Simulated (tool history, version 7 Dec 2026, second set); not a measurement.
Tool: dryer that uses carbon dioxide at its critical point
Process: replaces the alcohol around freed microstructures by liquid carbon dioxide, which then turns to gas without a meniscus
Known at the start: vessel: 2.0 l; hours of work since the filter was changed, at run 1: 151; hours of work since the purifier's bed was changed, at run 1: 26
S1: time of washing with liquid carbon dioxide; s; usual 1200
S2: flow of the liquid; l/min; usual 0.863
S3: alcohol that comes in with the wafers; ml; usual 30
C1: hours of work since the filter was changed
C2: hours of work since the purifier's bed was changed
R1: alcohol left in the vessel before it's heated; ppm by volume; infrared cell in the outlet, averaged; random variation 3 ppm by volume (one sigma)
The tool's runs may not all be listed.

Run 1, hour 0.0: usual settings; C1 151; C2 26. Result: R1 23 ppm by volume.
Run 2, hour 8.6: usual settings but S3 45 ml; C1 155; C2 30. Result: R1 28 ppm by volume.
Run 3, hour 13.2: usual settings but S3 89 ml; C1 157; C2 33. Result: R1 49 ppm by volume.
Run 4, hour 19.6: usual settings but S3 59 ml; C1 160; C2 35. Result: R1 39 ppm by volume.
Run 5, hour 23.9: usual settings but S3 62 ml; C1 162; C2 37. Result: R1 36 ppm by volume.
Run 6, hour 32.4: usual settings but S3 62 ml; C1 166; C2 41. Result: R1 39 ppm by volume.
Run 7, hour 38.3: usual settings but S1 1020 s, S2 0.663 l/min, S3 62 ml; C1 169; C2 44. Result: R1 337 ppm by volume.
Run 8, hour 47.0: usual settings but S2 0.596 l/min; C1 172; C2 48. Result: R1 133 ppm by volume.
Run 9, hour 55.9: usual settings but S2 0.596 l/min; C1 177; C2 52. Result: R1 133 ppm by volume.
Run 10, hour 60.7: usual settings but S1 1260 s, S3 117 ml; C1 179; C2 54. Result: R1 49 ppm by volume.
Run 11, hour 65.0: usual settings but S1 1260 s, S2 0.547 l/min, S3 117 ml; C1 181; C2 56. Result: R1 561 ppm by volume.
Run 12, hour 71.6: usual settings but S1 1740 s, S2 0.526 l/min, S3 80 ml; C1 184; C2 59. Result: R1 95 ppm by volume.

5 ways to go on from here, each from the tool as it stands after run 12. What would each give?
Run A, hour 81.1: usual settings but S1 1380 s, S2 0.624 l/min, S3 69 ml; C1 188; C2 64. Result: R1 ?.
Run B, hour 81.1: usual settings but S1 1020 s, S2 0.560 l/min, S3 41 ml; C1 188; C2 64. Result: R1 ?.
Run C, hour 81.1: usual settings but S1 960 s, S2 0.641 l/min, S3 31 ml; C1 188; C2 64. Result: R1 ?.
Run D, hour 81.1: usual settings but S1 1560 s, S3 50 ml; C1 188; C2 64. Result: R1 ?.
Run E, hour 81.1: usual settings but S1 1620 s, S2 0.763 l/min, S3 57 ml; C1 188; C2 64. Result: R1 ?.

run   R1
  A  118
  B  444
  C  262
  D   10
  E   12
Without the tool's hidden state the same runs would have given:
run   R1
  A   73
  B  328
  C  187
  D    1
  E    1

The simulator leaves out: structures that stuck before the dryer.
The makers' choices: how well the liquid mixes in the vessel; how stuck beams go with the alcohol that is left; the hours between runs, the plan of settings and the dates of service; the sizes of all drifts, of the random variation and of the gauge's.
